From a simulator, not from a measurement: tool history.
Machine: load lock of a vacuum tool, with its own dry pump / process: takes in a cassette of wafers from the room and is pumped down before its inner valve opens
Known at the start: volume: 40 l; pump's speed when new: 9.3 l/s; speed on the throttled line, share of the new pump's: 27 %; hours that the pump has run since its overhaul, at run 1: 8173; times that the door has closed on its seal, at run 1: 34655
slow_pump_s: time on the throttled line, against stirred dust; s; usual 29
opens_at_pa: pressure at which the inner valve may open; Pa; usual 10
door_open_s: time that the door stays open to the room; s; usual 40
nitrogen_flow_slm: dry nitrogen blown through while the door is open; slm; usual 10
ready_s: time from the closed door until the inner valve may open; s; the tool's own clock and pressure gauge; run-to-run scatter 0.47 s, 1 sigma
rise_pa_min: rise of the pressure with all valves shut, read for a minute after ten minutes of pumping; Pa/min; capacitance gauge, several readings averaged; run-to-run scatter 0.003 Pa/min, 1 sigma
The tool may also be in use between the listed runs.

run    hour  slow_pump_s  opens_at_pa  door_open_s  nitrogen_flow_slm  hours that the pump has run since its overhaul  times that the door has closed on its seal  incoming humidity of the room's air, %  ready_s  rise_pa_min
  1       0           29           10           40                 10                                            8173                                       34655                                    48.1     60.3        0.044
  2   151.9           29           10           40                 10                                            8325                                       35406                                    43.4     61.1        0.038
  3   330.2           29           10           40                 10                                            8503                                       36288                                    42.4       61        0.035
  4   420.7           29           10           40                  8                                            8593                                       36735                                    46.3       62        0.046
  5     543           29           10           40                  8                                            8716                                       37340                                    44.5     61.1        0.037
  6   687.9           29           10           40                  5                                            8861                                       38057                                    44.9     61.2        0.047
  7   868.1           29           10           40                  5                                            9041                                       38948                                    44.7     62.1        0.054
  8  1029.2           29           10           40                 27                                            9202                                       39745                                    47.4     60.3        0.028
  9  1147.2           29           10           40                 10                                            9320                                       40329                                    44.9     61.7         0.04
 10  1280.2           29           10           40                 10                                            9453                                       40986                                      45       61        0.038
 11    1396           29           10           40                 25                                            9569                                       41559                                      45     61.1        0.025
 12  1514.6           56           11           67                 10                                            9687                                       42145                                    42.5     80.5        0.043

Run 13 has not been measured yet. What should we expect?
 13  1666.1           18           11           64                 26                                            9839                                       42895                                    45.9        ?            ?

{"run 13": {"ready_s": 52.6, "rise_pa_min": 0.033}}
The same run, on a tool lacking any hidden state, would have yielded ready_s 52.5 s, rise_pa_min 0.033 Pa/min.
